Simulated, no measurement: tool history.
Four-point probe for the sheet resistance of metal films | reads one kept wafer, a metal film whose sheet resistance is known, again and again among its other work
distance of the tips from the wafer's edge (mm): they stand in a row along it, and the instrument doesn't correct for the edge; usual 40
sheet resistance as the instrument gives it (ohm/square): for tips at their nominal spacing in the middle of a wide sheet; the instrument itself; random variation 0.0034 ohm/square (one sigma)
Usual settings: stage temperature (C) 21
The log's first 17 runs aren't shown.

run   hour  stage temperature (C)  distance of the tips from the wafer's edge (mm)  sheet resistance as the instrument gives it (ohm/square)
 18  213.9                     21                                               40                                                 16.975810
 19  228.2                     21                                               40                                                 16.973773
 20  242.3                     21                                               40                                                 16.971865
 21  254.9                     30                                               27                                                 16.922834
 22  267.3                     19                                               43                                                 16.992568
 23  286.0                     32                                                5                                                 16.998307
 24  299.0                     26                                               56                                                 16.945121
 25  317.9                     26                                               56                                                 16.938712
 26  334.2                     26                                               56                                                 16.941282
 27  351.4                     20                                               68                                                 16.976652
 28  361.7                     28                                               10                                                 16.954841
 29  377.4                     28                                               10                                                 16.946926
 30  385.9                     31                                               40                                                 16.914990
 31  398.8                     31                                               40                                                 16.912591
 32  411.4                     21                                               27                                                 16.978230
 33  420.6                     29                                               13                                                 16.934998
 34  436.5                     29                                                9                                                 16.949292
 35  451.1                     31                                                9                                                 16.936285
 36  460.2                     29                                               17                                                 16.928267
 37  474.8                     27                                               65                                                 16.935080
 38  485.1                     24                                               16                                                 16.962225
 39  496.5                     24                                               16                                                 16.959109
 40  507.2                     30                                                6                                                 16.983484

Forecast each of these 3 alternatives for the next run:
  A  517.2                     18                                               40                                                         ?
  B  517.2                     19                                               75                                                         ?
  C  517.2                     27                                                5                                                         ?

run  sheet resistance as the instrument gives it (ohm/square)
  A                                                 16.995329
  B                                                 16.981880
  C                                                 17.029500
Without the tool's hidden state the same runs would have given:
run  sheet resistance as the instrument gives it (ohm/square)
  A                                                 16.994911
  B                                                 16.981464
  C                                                 17.029091
